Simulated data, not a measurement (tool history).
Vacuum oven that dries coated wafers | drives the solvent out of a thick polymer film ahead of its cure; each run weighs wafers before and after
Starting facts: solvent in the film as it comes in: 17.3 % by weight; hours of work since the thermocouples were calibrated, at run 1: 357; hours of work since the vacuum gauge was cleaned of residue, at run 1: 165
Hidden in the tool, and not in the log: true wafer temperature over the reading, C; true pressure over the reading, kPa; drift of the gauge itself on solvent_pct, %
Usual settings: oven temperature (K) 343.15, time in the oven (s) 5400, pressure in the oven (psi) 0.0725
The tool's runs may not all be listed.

run,day,oven temperature (K),time in the oven (s),pressure in the oven (psi),hours of work since the thermocouples were calibrated,hours of work since the vacuum gauge was cleaned of residue,solvent left in the film (%)
1,0.000,343.15,5400,0.0725,357,165,3.66
2,0.412,343.15,5400,0.0725,365,172,3.51
3,1.075,343.15,5400,0.0725,377,185,3.59
4,1.629,343.15,3540,0.0725,387,195,5.74
5,1.950,343.15,3540,0.0725,393,201,5.62
6,2.446,343.15,3540,0.0725,403,210,5.73
7,2.742,343.15,3540,0.0725,408,216,5.70

Expected results for the next run?
8,3.125,343.15,6660,0.2653,415,223,?

solvent left in the film (%): 2.85
The same run, on a tool lacking any hidden state, would have yielded solvent left in the film (%) 2.76.

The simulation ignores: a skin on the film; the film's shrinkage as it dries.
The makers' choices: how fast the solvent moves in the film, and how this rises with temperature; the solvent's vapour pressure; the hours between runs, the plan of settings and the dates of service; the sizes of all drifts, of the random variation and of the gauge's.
